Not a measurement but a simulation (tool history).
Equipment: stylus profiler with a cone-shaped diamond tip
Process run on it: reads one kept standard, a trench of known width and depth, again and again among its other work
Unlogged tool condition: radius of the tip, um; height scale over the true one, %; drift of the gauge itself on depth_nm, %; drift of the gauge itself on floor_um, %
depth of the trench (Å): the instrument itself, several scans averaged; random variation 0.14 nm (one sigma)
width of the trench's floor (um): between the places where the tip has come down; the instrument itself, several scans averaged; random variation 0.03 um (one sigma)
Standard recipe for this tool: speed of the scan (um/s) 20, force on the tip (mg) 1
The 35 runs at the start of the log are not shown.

| run | day | speed of the scan (um/s) | force on the tip (mg) | scans with this tip | hours of work since the height scale was calibrated | depth of the trench (Å) | width of the trench's floor (um) |
|---|---|---|---|---|---|---|---|
| 36 | 58.871 | 13 | 2.3 | 12574 | 36 | 5046.7 | 93.96 |
| 37 | 60.788 | 13 | 2.3 | 12929 | 67 | 5045.6 | 93.97 |
| 38 | 63.079 | 20 | 2.71 | 13353 | 104 | 5050.7 | 93.92 |
| 39 | 65.146 | 44 | 0.36 | 13735 | 137 | 5010.5 | 93.55 |
| 40 | 66.692 | 44 | 0.36 | 14021 | 162 | 5011.1 | 93.46 |
| 41 | 68.075 | 44 | 0.36 | 14277 | 184 | 5012.2 | 93.43 |
| 42 | 69.6 | 44 | 0.36 | 14559 | 209 | 5010.8 | 93.41 |
| 43 | 70.771 | 9 | 0.45 | 14776 | 228 | 5011 | 93.74 |
| 44 | 72.275 | 8 | 1.82 | 15054 | 252 | 5037 | 93.77 |
| 45 | 73.754 | 8 | 1.82 | 15327 | 276 | 5035.1 | 93.69 |
| 46 | 75.638 | 10 | 1.29 | 15676 | 307 | 5027.4 | 93.72 |
| 47 | 76.929 | 10 | 1.29 | 15915 | 328 | 5025.2 | 93.63 |

Branching from run 47: 3 alternative next runs. What would each branch give?
| A | 77.988 | 47 | 1.89 | 16110 | 345 | ? | ? |
| B | 77.988 | 8 | 0.82 | 16110 | 345 | ? | ? |
| C | 77.988 | 10 | 0.34 | 16110 | 345 | ? | ? |

| run | depth of the trench (Å) | width of the trench's floor (um) |
|---|---|---|
| A | 5033.8 | 93.43 |
| B | 5019.1 | 93.64 |
| C | 5007.4 | 93.61 |
With the hidden condition removed and each run's random variation left untouched, the same runs would have given:
| run | depth of the trench (Å) | width of the trench's floor (um) |
|---|---|---|
| A | 5039.3 | 95.41 |
| B | 5024.6 | 95.62 |
| C | 5012.8 | 95.59 |
